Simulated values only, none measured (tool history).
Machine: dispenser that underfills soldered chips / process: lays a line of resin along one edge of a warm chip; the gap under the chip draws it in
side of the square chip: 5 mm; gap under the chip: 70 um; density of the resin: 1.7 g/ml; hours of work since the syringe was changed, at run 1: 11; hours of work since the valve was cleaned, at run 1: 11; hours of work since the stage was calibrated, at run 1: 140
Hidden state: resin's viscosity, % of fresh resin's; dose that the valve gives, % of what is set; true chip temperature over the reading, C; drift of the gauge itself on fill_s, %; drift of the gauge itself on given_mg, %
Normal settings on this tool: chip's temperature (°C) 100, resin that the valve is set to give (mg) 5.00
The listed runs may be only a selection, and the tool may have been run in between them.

| run | day | chip's temperature (°C) | resin that the valve is set to give (mg) | hours of work since the syringe was changed | hours of work since the valve was cleaned | hours of work since the stage was calibrated | time until the resin shows at the far edge (s) | resin that the valve gave (mg) |
|---|---|---|---|---|---|---|---|---|
| 1 | 0.000 | 100 | 5.00 | 11 | 11 | 140 | 55.7 | 4.98 |
|  | 0.029 | new syringe of resin |
| 2 | 0.100 | 115 | 5.00 | 1 | 13 | 141 | 17.7 | 4.99 |
| 3 | 0.258 | 100 | 5.00 | 4 | 15 | 144 | 33.0 | 4.96 |
| 4 | 0.450 | 100 | 5.00 | 8 | 19 | 148 | 43.6 | 4.97 |
| 5 | 0.638 | 100 | 4.50 | 11 | 22 | 151 | 58.7 | 4.47 |
|  | 0.667 | new syringe of resin |
| 6 | 0.829 | 100 | 4.50 | 3 | 26 | 154 | 29.9 | 4.45 |
| 7 | 0.958 | 100 | 5.00 | 5 | 28 | 157 | 35.3 | 4.93 |
| 8 | 1.121 | 100 | 5.00 | 8 | 31 | 160 | 45.5 | 4.92 |
|  | 1.300 | new syringe of resin |
| 9 | 1.300 | 100 | 5.00 | 0 | 34 | 163 | 23.4 | 4.92 |
| 10 | 1.475 | 110 | 5.35 | 3 | 37 | 166 | 23.0 | 5.27 |
| 11 | 1.650 | 105 | 5.37 | 6 | 41 | 169 | 33.4 | 5.29 |
| 12 | 1.762 | 105 | 6.01 | 8 | 43 | 171 | 39.6 | 5.94 |
| 13 | 1.883 | 105 | 4.69 | 11 | 45 | 173 | 48.8 | 4.61 |
|  | 1.929 | new syringe of resin |
| 14 | 2.038 | 105 | 4.58 | 2 | 47 | 176 | 23.9 | 4.47 |
| 15 | 2.200 | 106 | 4.38 | 5 | 50 | 179 | 30.7 | 4.27 |

Branching from run 15: 4 alternative next runs. What would each branch give?
| A | 2.338 | 93 | 4.43 | 7 | 53 | 181 | ? | ? |
| B | 2.338 | 99 | 5.00 | 7 | 53 | 181 | ? | ? |
| C | 2.338 | 112 | 5.92 | 7 | 53 | 181 | ? | ? |
| D | 2.338 | 90 | 6.15 | 7 | 53 | 181 | ? | ? |

| run | time until the resin shows at the far edge (s) | resin that the valve gave (mg) |
|---|---|---|
| A | 53.3 | 4.32 |
| B | 43.9 | 4.86 |
| C | 30.8 | 5.79 |
| D | 55.6 | 6.01 |
Without the tool's hidden state the same runs would have given:
| run | time until the resin shows at the far edge (s) | resin that the valve gave (mg) |
|---|---|---|
| A | 28.4 | 4.42 |
| B | 23.4 | 4.98 |
| C | 16.4 | 5.92 |
| D | 29.8 | 6.15 |
